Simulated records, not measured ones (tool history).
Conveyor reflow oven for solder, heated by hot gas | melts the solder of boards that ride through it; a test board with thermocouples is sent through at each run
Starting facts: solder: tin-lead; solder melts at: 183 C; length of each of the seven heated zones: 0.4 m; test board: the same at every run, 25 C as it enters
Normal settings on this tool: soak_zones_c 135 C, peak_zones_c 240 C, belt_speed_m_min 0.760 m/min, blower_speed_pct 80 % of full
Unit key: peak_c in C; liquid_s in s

run    day  soak_zones_c  peak_zones_c  belt_speed_m_min  blower_speed_pct  peak_c  liquid_s
  1  0.000           135           240             0.760                80   219.9      47.2
  2  0.721           135           240             0.760                80   219.1      47.5
  3  1.250           135           240             0.760                80   219.2      47.7
  4  2.025           135           240             0.774                80   218.4      46.6
  5  2.971           135           240             0.774                80   218.4      46.0
  6  3.500           135           245             0.653                80   227.6      61.8
  7  4.554           135           248             0.760                80   225.9      52.0
     4.767  -- belt drive overhauled, speed set with a stopwatch
  8  5.675           130           238             0.694                76   218.5      51.1
  9  6.267           130           238             0.694                76   218.9      50.7
 10  6.771           130           231             0.694                76   211.5      46.3

Difference, measured minus no-hidden-state, one row per run. Run-to-run variation is common to both terms; the gauge's own scatter need not be:
Unlogged tool condition in this case: heat that the gas passes to the board, % of a clean oven's; belt's true speed, % of the reading; true gas temperature in zones 6 and 7 over the reading, C; drift of the gauge itself on peak_c, C; drift of the gauge itself on liquid_s, %.
run  peak_c  liquid_s
  1    -4.0      -2.4
  2    -4.1      -2.4
  3    -4.2      -2.5
  4    -4.3      -2.6
  5    -4.4      -2.7
  6    -4.1      -1.9
  7    -4.7      -2.2
  8    -4.4      -2.9
  9    -4.4      -3.0
 10    -4.3      -3.5
